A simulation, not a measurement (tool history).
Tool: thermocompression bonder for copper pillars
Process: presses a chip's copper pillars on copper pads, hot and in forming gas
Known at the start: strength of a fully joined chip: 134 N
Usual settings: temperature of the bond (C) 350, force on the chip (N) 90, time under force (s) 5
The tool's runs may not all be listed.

run,hour,temperature of the bond (C),force on the chip (N),time under force (s),force that shears a chip off (N)
1,0,350,90,5,60
2,18.7,350,127,5,82.7
3,56.5,350,127,5,82.8
4,88.9,350,93,5,62.3
5,114,350,93,5,61.7
6,148.2,350,90,5,60.8
7,183.9,373,95,14,101.8
8,214.4,333,91,3,41.4
# hour 220.3: forming gas filter changed
9,246.7,333,91,3,41.8
10,268.8,363,61,6,50.1
11,307.8,353,54,5,36.8

Forecast each of these 5 alternatives for the next run:
A,326.5,364,79,5,?
B,326.5,325,95,3,?
C,326.5,348,101,5,?
D,326.5,353,54,4,?
E,326.5,378,92,6,?

run,force that shears a chip off (N)
A,63.7
B,40.3
C,68.6
D,33.2
E,89
Without the tool's hidden state the same runs would have given:
run,force that shears a chip off (N)
A,60.4
B,37.7
C,65.1
D,31
E,85.5
